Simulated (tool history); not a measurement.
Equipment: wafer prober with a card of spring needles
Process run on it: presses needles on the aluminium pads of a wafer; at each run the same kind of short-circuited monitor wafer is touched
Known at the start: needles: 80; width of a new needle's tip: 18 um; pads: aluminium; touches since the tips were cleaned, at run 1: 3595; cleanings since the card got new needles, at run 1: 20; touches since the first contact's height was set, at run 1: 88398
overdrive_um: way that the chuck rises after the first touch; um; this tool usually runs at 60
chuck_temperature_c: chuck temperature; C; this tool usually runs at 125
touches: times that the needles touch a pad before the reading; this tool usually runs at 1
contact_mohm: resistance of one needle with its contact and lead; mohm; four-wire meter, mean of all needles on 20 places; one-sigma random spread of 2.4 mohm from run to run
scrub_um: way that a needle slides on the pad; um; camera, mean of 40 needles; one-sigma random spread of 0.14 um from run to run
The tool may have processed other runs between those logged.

run	hour	overdrive_um	chuck_temperature_c	touches	touches since the tips were cleaned	cleanings since the card got new needles	touches since the first contact's height was set	contact_mohm	scrub_um
1	0	60	125	1	3595	20	88398	372	10.74
# hour 1.2: tips cleaned on abrasive film
# hour 9: tips cleaned on abrasive film
2	10.6	60	125	1	817	22	93792	316	10.84
# hour 16.8: tips cleaned on abrasive film
3	18.3	60	27	1	783	23	97764	296	10.85
# hour 24.4: tips cleaned on abrasive film
4	31	80	125	1	3422	24	104326	333	14.84
# hour 32.2: tips cleaned on abrasive film
# hour 40: tips cleaned on abrasive film
5	43.3	60	125	1	1682	26	110600	344	10.89
# hour 47.6: tips cleaned on abrasive film
6	50.2	47	125	1	1339	27	114175	390	8.48
# hour 55.2: tips cleaned on abrasive film
7	61.7	49	125	1	3369	28	120077	437	8.7
# hour 63.6: tips cleaned on abrasive film
8	70.5	60	125	1	3571	29	124629	380	10.77
# hour 71.7: tips cleaned on abrasive film
9	79	60	125	1	3821	30	129009	387	11.08
# hour 80.1: tips cleaned on abrasive film
# hour 87.7: tips cleaned on abrasive film
10	91.6	60	125	2	2026	32	135464	323	10.78
# hour 95.5: tips cleaned on abrasive film
11	101.2	75	125	2	2957	33	140397	312	13.66
# hour 103.7: tips cleaned on abrasive film
12	107.3	60	53	1	1824	34	143496	352	10.71
# hour 111.4: tips cleaned on abrasive film
13	113.9	60	53	1	1316	35	146917	334	10.66
# hour 119: tips cleaned on abrasive film
14	123.9	60	125	1	2528	36	152038	374	10.63
# hour 127: tips cleaned on abrasive film
# hour 134.8: tips cleaned on abrasive film
15	134.8	60	125	1	0	38	157632	289	10.69

The next listed run, before its measurement:
# hour 143.1: tips cleaned on abrasive film
16	144.2	60	125	1	573	39	162456	?	?

Run 16 produced contact_mohm 312 mohm, scrub_um 10.5 um.
Minus the tool's unlogged condition, the same run would have read contact_mohm 275 mohm, scrub_um 11.22 um.

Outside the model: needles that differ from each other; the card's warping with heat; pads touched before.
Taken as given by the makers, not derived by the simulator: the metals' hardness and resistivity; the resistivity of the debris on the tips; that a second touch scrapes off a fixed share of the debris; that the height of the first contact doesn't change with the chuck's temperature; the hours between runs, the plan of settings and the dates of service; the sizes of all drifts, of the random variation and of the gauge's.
